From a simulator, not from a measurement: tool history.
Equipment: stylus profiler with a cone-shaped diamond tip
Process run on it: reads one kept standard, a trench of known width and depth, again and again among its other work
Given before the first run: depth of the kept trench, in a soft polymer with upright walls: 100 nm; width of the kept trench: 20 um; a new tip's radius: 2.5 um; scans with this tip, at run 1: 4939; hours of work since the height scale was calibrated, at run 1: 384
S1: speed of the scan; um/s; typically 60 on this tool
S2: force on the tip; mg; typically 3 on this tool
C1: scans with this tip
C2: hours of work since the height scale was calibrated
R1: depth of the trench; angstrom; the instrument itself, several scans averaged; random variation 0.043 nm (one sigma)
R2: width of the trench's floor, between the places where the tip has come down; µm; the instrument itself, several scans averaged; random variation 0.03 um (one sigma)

run   hour   S1    S2     C1   C2      R1     R2
  1      0   60     3   4939  384  1013.7  18.08
  2   17.7   60     3   5092  396  1013.9  18.08
  3   28.5   60     3   5184  404  1013.3  17.99
  4   48.3   60     3   5354  417  1013.4  18.05
  5   64.3   60     3   5492  428  1013.2  18.04
  6   75.1   60  8.11   5585  435    1025  18.12
  7   97.1   60     3   5775  450    1014  17.98
  8  112.9   60     3   5911  460  1013.4  18.02
  9  131.4   60  1.31   6070  472  1008.7  17.85
 10  144.8   60  1.31   6185  481  1008.5  17.83
 11    162   60  1.48   6333  493  1009.3  17.88
 12  179.7   60  1.48   6486  505  1009.8  17.91
 13  198.3   60  1.48   6646  517  1009.3   17.9
 14  214.5   60  1.48   6786  528  1009.6  17.85
 15  235.1   60   4.1   6963  542  1016.5     18
 16  253.7   60   4.1   7123  554  1016.6  17.97
 17  266.3   60   4.1   7231  563  1016.1  17.97
 18  288.1   60   4.1   7419  577  1016.4  17.94
 19  300.5   92   4.1   7525  586  1016.6  17.82
 20  315.3   92   4.1   7653  596  1016.7  17.79
 21  324.3   92   4.1   7730  602  1016.9  17.89
 22  341.9  196   1.9   7882  614  1011.2   17.1
 23  352.9   23  2.81   7976  621  1013.5  18.09
 24    370   17  1.36   8124  632  1009.8  18.03
 25  380.5   18     3   8214  639  1013.9  18.04
 26    394   48  1.59   8330  648  1011.5  17.84
 27  405.1   48  1.59   8426  656  1011.1  17.82
 28  422.2   41  1.64   8573  667  1011.7  17.91
 29  436.6   90  6.36   8697  677  1022.1  17.87
 30  451.1   44  2.92   8822  687  1014.7  17.87
 31  460.5   60  7.25   8903  693  1023.2  17.93
 32  473.3   60  7.23   9013  702  1023.2  17.94
 33    490  200     3   9157  713  1014.9  17.19
 34  510.7   55     3   9335  727  1014.8  17.89
 35  531.6   92  7.93   9515  741  1024.8  17.84
 36  548.4  137  7.93   9659  752    1025  17.66
 37  569.5  150     3   9841  766  1014.4  17.38
 38    588   29     3  10000  778  1015.6  17.93
 39  610.1   29  1.17  10190  793    1010  17.84
 40  627.1   26  7.07  10337  805  1023.2  17.95
 41    645   67  1.13  10491  817  1009.3  17.55
 42  660.7   67  1.13  10626  827  1009.9  17.57

A few steps of R1 between consecutive runs. Split each: what settings, incoming material and random variation would produce without the hidden state, and what is left over for the hidden state, along with gauge scatter present in only one of the two compared results (measured, and without hidden state):
Unlogged tool condition in this case: radius of the tip, um; height scale over the true one, %; drift of the gauge itself on depth_nm, %; drift of the gauge itself on floor_um, %.
Run 3 -> 4: settings left as they were, no log entry in between. R1 +0.1 angstrom: hidden state +0.1, all else +0.
Run 4 -> 5: settings left as they were, no log entry in between. R1 -0.2 angstrom: hidden state +0.1, all else -0.3.
Run 5 -> 6: S2 3 -> 8.11. R1 +11.8 angstrom: hidden state +0, all else +11.8.
Run 6 -> 7: S2 8.11 -> 3. R1 -11 angstrom: hidden state +0.1, all else -11.1.
Run 39 -> 40: S1 29 -> 26, S2 1.17 -> 7.07. R1 +13.2 angstrom: hidden state +0.1, all else +13.1.
Run 40 -> 41: S1 26 -> 67, S2 7.07 -> 1.13. R1 -13.9 angstrom: hidden state -0.1, all else -13.8.

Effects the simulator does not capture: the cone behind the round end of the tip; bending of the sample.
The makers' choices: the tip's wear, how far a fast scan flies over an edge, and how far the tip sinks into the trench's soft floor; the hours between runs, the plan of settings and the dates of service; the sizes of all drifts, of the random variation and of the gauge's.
